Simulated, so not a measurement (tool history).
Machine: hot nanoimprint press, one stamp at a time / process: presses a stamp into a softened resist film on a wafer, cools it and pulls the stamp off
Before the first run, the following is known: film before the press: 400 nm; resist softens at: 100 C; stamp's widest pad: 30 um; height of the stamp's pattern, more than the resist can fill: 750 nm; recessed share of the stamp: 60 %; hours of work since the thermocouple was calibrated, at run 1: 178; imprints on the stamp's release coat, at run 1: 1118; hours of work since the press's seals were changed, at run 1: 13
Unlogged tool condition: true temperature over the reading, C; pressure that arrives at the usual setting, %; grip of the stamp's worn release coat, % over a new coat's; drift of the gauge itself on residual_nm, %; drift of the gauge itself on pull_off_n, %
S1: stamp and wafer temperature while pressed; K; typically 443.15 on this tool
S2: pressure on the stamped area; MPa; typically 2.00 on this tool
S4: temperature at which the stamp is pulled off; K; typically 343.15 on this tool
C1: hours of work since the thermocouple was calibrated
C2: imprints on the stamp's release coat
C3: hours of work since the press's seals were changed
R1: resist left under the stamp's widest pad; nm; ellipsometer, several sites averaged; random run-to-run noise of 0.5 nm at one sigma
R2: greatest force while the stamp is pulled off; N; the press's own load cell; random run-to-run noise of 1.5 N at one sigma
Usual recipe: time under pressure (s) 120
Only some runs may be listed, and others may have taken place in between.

{"run": 1, "hour": 0.0, "S1": 443.15, "S2": 2.0, "time under pressure (s)": 120, "S4": 343.15, "C1": 178, "C2": 1118, "C3": 13, "R1": 232.1, "R2": 157}
{"run": 2, "hour": 12.4, "S1": 443.15, "S2": 2.0, "time under pressure (s)": 120, "S4": 343.15, "C1": 186, "C2": 1189, "C3": 21, "R1": 233.5, "R2": 159}
{"run": 3, "hour": 19.4, "S1": 443.15, "S2": 2.0, "time under pressure (s)": 118, "S4": 343.15, "C1": 191, "C2": 1229, "C3": 26, "R1": 234.4, "R2": 156}
{"hour": 31.3, "done": "stamp cleaned and given a new release coat"}
{"run": 4, "hour": 33.4, "S1": 443.15, "S2": 2.0, "time under pressure (s)": 96, "S4": 343.15, "C1": 197, "C2": 12, "C3": 32, "R1": 248.1, "R2": 131}
{"run": 5, "hour": 45.3, "S1": 443.15, "S2": 2.0, "time under pressure (s)": 96, "S4": 338.15, "C1": 206, "C2": 80, "C3": 41, "R1": 248.3, "R2": 133}
{"run": 6, "hour": 58.8, "S1": 443.15, "S2": 2.0, "time under pressure (s)": 120, "S4": 343.15, "C1": 215, "C2": 157, "C3": 50, "R1": 234.7, "R2": 130}
{"run": 7, "hour": 68.6, "S1": 443.15, "S2": 2.0, "time under pressure (s)": 120, "S4": 343.15, "C1": 222, "C2": 213, "C3": 57, "R1": 233.8, "R2": 136}
{"run": 8, "hour": 76.8, "S1": 443.15, "S2": 2.0, "time under pressure (s)": 120, "S4": 343.15, "C1": 228, "C2": 260, "C3": 63, "R1": 234.8, "R2": 138}
{"run": 9, "hour": 93.0, "S1": 443.15, "S2": 2.0, "time under pressure (s)": 120, "S4": 343.15, "C1": 240, "C2": 353, "C3": 75, "R1": 233.7, "R2": 138}
{"run": 10, "hour": 105.7, "S1": 443.15, "S2": 2.0, "time under pressure (s)": 120, "S4": 343.15, "C1": 249, "C2": 426, "C3": 84, "R1": 235.2, "R2": 141}
{"run": 11, "hour": 118.6, "S1": 443.15, "S2": 2.0, "time under pressure (s)": 120, "S4": 335.15, "C1": 258, "C2": 499, "C3": 93, "R1": 235.8, "R2": 149}
{"run": 12, "hour": 127.5, "S1": 443.15, "S2": 2.0, "time under pressure (s)": 120, "S4": 335.15, "C1": 265, "C2": 550, "C3": 100, "R1": 235.9, "R2": 152}
{"run": 13, "hour": 135.9, "S1": 443.15, "S2": 2.0, "time under pressure (s)": 120, "S4": 335.15, "C1": 271, "C2": 598, "C3": 106, "R1": 235.4, "R2": 153}
{"run": 14, "hour": 149.0, "S1": 443.15, "S2": 2.0, "time under pressure (s)": 120, "S4": 335.15, "C1": 280, "C2": 673, "C3": 115, "R1": 235.7, "R2": 154}
{"run": 15, "hour": 158.6, "S1": 443.15, "S2": 2.0, "time under pressure (s)": 120, "S4": 335.15, "C1": 287, "C2": 728, "C3": 122, "R1": 235.8, "R2": 154}
{"hour": 162.8, "done": "plate thermocouple calibrated"}
{"run": 16, "hour": 175.4, "S1": 446.15, "S2": 3.17, "time under pressure (s)": 120, "S4": 350.15, "C1": 9, "C2": 807, "C3": 132, "R1": 170.5, "R2": 145}
{"run": 17, "hour": 186.2, "S1": 451.15, "S2": 3.17, "time under pressure (s)": 69, "S4": 350.15, "C1": 17, "C2": 868, "C3": 140, "R1": 175.9, "R2": 145}
{"run": 18, "hour": 203.0, "S1": 451.15, "S2": 3.17, "time under pressure (s)": 69, "S4": 350.15, "C1": 29, "C2": 964, "C3": 152, "R1": 174.7, "R2": 146}
{"run": 19, "hour": 213.2, "S1": 453.15, "S2": 2.0, "time under pressure (s)": 191, "S4": 343.15, "C1": 36, "C2": 1023, "C3": 159, "R1": 154.1, "R2": 157}
{"run": 20, "hour": 222.8, "S1": 453.15, "S2": 1.66, "time under pressure (s)": 191, "S4": 334.15, "C1": 43, "C2": 1078, "C3": 166, "R1": 171.6, "R2": 168}
{"run": 21, "hour": 233.9, "S1": 453.15, "S2": 1.66, "time under pressure (s)": 191, "S4": 336.15, "C1": 51, "C2": 1141, "C3": 174, "R1": 172.9, "R2": 168}
{"hour": 239.3, "done": "plate thermocouple calibrated, once more"}
{"run": 22, "hour": 251.0, "S1": 438.15, "S2": 1.59, "time under pressure (s)": 120, "S4": 346.15, "C1": 8, "C2": 1222, "C3": 184, "R1": 286.9, "R2": 158}
{"hour": 264.7, "done": "stamp cleaned and given a new release coat"}
{"run": 23, "hour": 267.8, "S1": 452.15, "S2": 2.48, "time under pressure (s)": 191, "S4": 333.15, "C1": 16, "C2": 18, "C3": 192, "R1": 133.7, "R2": 136}
{"run": 24, "hour": 276.1, "S1": 435.15, "S2": 1.28, "time under pressure (s)": 232, "S4": 336.15, "C1": 22, "C2": 66, "C3": 198, "R1": 291.2, "R2": 136}
{"run": 25, "hour": 287.9, "S1": 445.15, "S2": 2.0, "time under pressure (s)": 93, "S4": 346.15, "C1": 31, "C2": 133, "C3": 206, "R1": 232.2, "R2": 130}
{"run": 26, "hour": 298.0, "S1": 445.15, "S2": 2.0, "time under pressure (s)": 93, "S4": 346.15, "C1": 38, "C2": 191, "C3": 214, "R1": 233.2, "R2": 132}
{"run": 27, "hour": 305.0, "S1": 435.15, "S2": 2.69, "time under pressure (s)": 133, "S4": 334.15, "C1": 43, "C2": 231, "C3": 219, "R1": 243.1, "R2": 143}
{"run": 28, "hour": 316.5, "S1": 435.15, "S2": 2.82, "time under pressure (s)": 121, "S4": 334.15, "C1": 51, "C2": 297, "C3": 227, "R1": 243.5, "R2": 145}
{"run": 29, "hour": 325.6, "S1": 433.15, "S2": 2.0, "time under pressure (s)": 73, "S4": 331.15, "C1": 58, "C2": 349, "C3": 233, "R1": 326.0, "R2": 149}

Consider 4 possible next runs. They are alternatives, not a sequence: every one starts from the tool as it was left by run 29. What does each give?
{"run": "A", "hour": 340.6, "S1": 433.15, "S2": 1.71, "time under pressure (s)": 69, "S4": 329.15, "C1": 68, "C2": 435, "C3": 244, "R1": "?", "R2": "?"}
{"run": "B", "hour": 340.6, "S1": 436.15, "S2": 1.77, "time under pressure (s)": 73, "S4": 331.15, "C1": 68, "C2": 435, "C3": 244, "R1": "?", "R2": "?"}
{"run": "C", "hour": 340.6, "S1": 446.15, "S2": 2.48, "time under pressure (s)": 120, "S4": 333.15, "C1": 68, "C2": 435, "C3": 244, "R1": "?", "R2": "?"}
{"run": "D", "hour": 340.6, "S1": 449.15, "S2": 2.0, "time under pressure (s)": 120, "S4": 343.15, "C1": 68, "C2": 435, "C3": 244, "R1": "?", "R2": "?"}

run=A R1=341.8 R2=148
run=B R1=319.0 R2=148
run=C R1=187.5 R2=149
run=D R1=193.6 R2=142
Stripped of hidden state, with their random variation kept, the same runs would have yielded:
run=A R1=341.0 R2=136
run=B R1=317.9 R2=137
run=C R1=185.9 R2=138
run=D R1=192.2 R2=131

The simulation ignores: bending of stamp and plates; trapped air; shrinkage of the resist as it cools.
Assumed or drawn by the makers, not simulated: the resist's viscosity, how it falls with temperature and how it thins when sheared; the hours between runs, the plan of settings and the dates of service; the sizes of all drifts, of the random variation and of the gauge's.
